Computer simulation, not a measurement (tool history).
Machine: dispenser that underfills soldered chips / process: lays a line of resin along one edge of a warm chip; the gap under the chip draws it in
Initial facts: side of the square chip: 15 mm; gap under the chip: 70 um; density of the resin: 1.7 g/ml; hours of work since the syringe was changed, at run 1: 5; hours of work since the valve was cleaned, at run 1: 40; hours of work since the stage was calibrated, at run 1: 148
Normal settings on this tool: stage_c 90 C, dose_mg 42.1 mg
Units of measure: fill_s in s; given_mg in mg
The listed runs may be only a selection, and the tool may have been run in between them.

run	hour	stage_c	dose_mg	hours of work since the syringe was changed	hours of work since the valve was cleaned	hours of work since the stage was calibrated	fill_s	given_mg
1	0.0	90	42.1	5	40	148	300.0	41.51
# hour 2.3: new syringe of resin
# hour 11.9: new syringe of resin
2	11.9	90	42.1	0	48	156	255.1	41.23
3	19.0	90	42.1	5	53	161	300.2	41.05
# hour 21.7: new syringe of resin
# hour 31.3: new syringe of resin
4	33.4	90	42.1	2	63	171	261.6	40.91
# hour 41.3: new syringe of resin
5	44.9	90	42.1	3	71	179	270.2	40.74
# hour 51.1: new syringe of resin
6	53.2	86	42.1	1	77	185	308.0	40.78
# hour 60.7: new syringe of resin
7	68.0	86	42.1	5	87	195	357.2	40.50
# hour 70.3: new syringe of resin
# hour 80.7: new syringe of resin
8	81.6	86	42.1	1	96	205	309.1	40.33
# hour 91.0: new syringe of resin
9	91.0	86	42.1	0	103	211	300.5	40.24
# hour 100.5: new syringe of resin
10	105.7	86	42.1	4	113	221	345.5	40.33
# hour 110.5: new syringe of resin
11	114.6	86	42.1	3	119	228	337.5	40.13
# hour 120.6: new syringe of resin
12	121.4	81	42.1	1	124	232	390.8	40.11
# hour 130.1: new syringe of resin
13	136.4	90	42.1	5	135	243	293.8	39.86
# hour 140.5: new syringe of resin
14	144.5	90	42.1	3	140	248	286.2	39.44
# hour 148.8: dispensing valve cleaned and set on the balance
# hour 152.2: new syringe of resin
15	154.5	90	42.1	2	4	255	274.4	42.19
16	161.0	90	42.1	6	9	259	326.7	42.21
# hour 162.3: new syringe of resin
# hour 171.8: new syringe of resin
17	175.3	79	40.2	3	18	269	469.0	39.93
# hour 182.0: new syringe of resin
18	190.4	80	49.7	6	29	280	469.2	49.16
# hour 192.2: new syringe of resin
19	200.8	99	42.0	6	36	287	213.3	41.57
# hour 202.4: new syringe of resin
# hour 212.1: new syringe of resin
20	212.1	99	42.0	0	44	295	172.5	41.23
21	220.5	78	49.4	6	50	301	534.1	48.58
# hour 221.9: new syringe of resin
# hour 224.7: stage's temperature calibrated
# hour 232.3: new syringe of resin
22	235.1	76	51.5	2	59	7	491.2	50.03
# hour 242.3: new syringe of resin
23	251.2	102	45.7	6	71	19	186.2	44.34
# hour 252.5: new syringe of resin
# hour 262.0: new syringe of resin
24	263.5	84	49.4	1	79	27	319.4	47.57
# hour 271.8: new syringe of resin
25	274.8	84	46.5	2	87	35	341.8	44.92
# hour 282.4: new syringe of resin
26	285.4	104	52.8	2	94	42	150.4	50.97
# hour 292.0: new syringe of resin
27	294.6	104	52.8	2	101	49	147.1	50.65
# hour 301.8: new syringe of resin
28	308.1	90	49.6	5	110	58	286.2	47.20
# hour 311.9: new syringe of resin
29	317.5	94	46.1	4	117	65	238.4	43.60

Each row is a separate what-if for the run after 29, all from the same tool condition, not one after another. Results?
# hour 322.1: new syringe of resin
A	325.6	80	47.9	3	122	70	?	?
# hour 322.1: new syringe of resin
B	325.6	86	46.7	3	122	70	?	?
# hour 322.1: new syringe of resin
C	325.6	90	40.9	3	122	70	?	?
# hour 322.1: new syringe of resin
D	325.6	98	46.1	3	122	70	?	?

run	fill_s	given_mg
A	422.9	45.30
B	325.6	43.96
C	280.1	38.99
D	195.2	44.21
With the hidden condition removed and each run's random variation left untouched, the same runs would have given:
run	fill_s	given_mg
A	385.3	47.77
B	296.5	46.35
C	253.9	41.10
D	177.7	46.61
